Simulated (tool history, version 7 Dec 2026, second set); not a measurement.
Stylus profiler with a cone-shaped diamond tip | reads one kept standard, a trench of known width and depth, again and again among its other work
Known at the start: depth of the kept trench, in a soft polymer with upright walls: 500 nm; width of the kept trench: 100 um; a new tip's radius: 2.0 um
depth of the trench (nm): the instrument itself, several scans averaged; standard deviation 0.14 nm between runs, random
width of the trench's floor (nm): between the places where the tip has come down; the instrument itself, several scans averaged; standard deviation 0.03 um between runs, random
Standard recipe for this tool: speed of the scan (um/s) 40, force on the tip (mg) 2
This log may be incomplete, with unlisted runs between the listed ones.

run	hour	speed of the scan (um/s)	force on the tip (mg)	depth of the trench (nm)	width of the trench's floor (nm)
1	0	40	2	501.76	96840
2	15.8	40	2	501.66	96940
3	30.7	40	2	501.87	96970
4	45.8	40	2	501.91	96880
5	63.1	40	2	501.73	96930
6	84.5	40	1.57	501.36	96840
7	98.3	40	2	501.63	96880
8	116.8	79	1.55	501.31	96630
9	135.2	33	0.96	500.93	96820
# hour 137: height scale calibrated on a step standard
10	162.1	12	0.94	500.71	96900
11	183.7	15	5.06	503.71	97020
12	212.5	83	2	501.34	96660
13	239	155	0.7	500.36	96010
# hour 245.8: height scale calibrated on a step standard, once more
14	264	54	1.3	501.58	96670

Consider 3 possible next runs. They are alternatives, not a sequence: every one starts from the tool as it was left by run 14. What does each give?
A	288.4	44	4.46	?	?
B	288.4	42	2	?	?
C	288.4	43	1.28	?	?

run	depth of the trench (nm)	width of the trench's floor (nm)
A	503.83	96800
B	502.17	96800
C	501.66	96780
Take away the tool's hidden state, keep each run's random variation, and the runs would have read:
run	depth of the trench (nm)	width of the trench's floor (nm)
A	503.92	97220
B	502.27	97230
C	501.76	97210

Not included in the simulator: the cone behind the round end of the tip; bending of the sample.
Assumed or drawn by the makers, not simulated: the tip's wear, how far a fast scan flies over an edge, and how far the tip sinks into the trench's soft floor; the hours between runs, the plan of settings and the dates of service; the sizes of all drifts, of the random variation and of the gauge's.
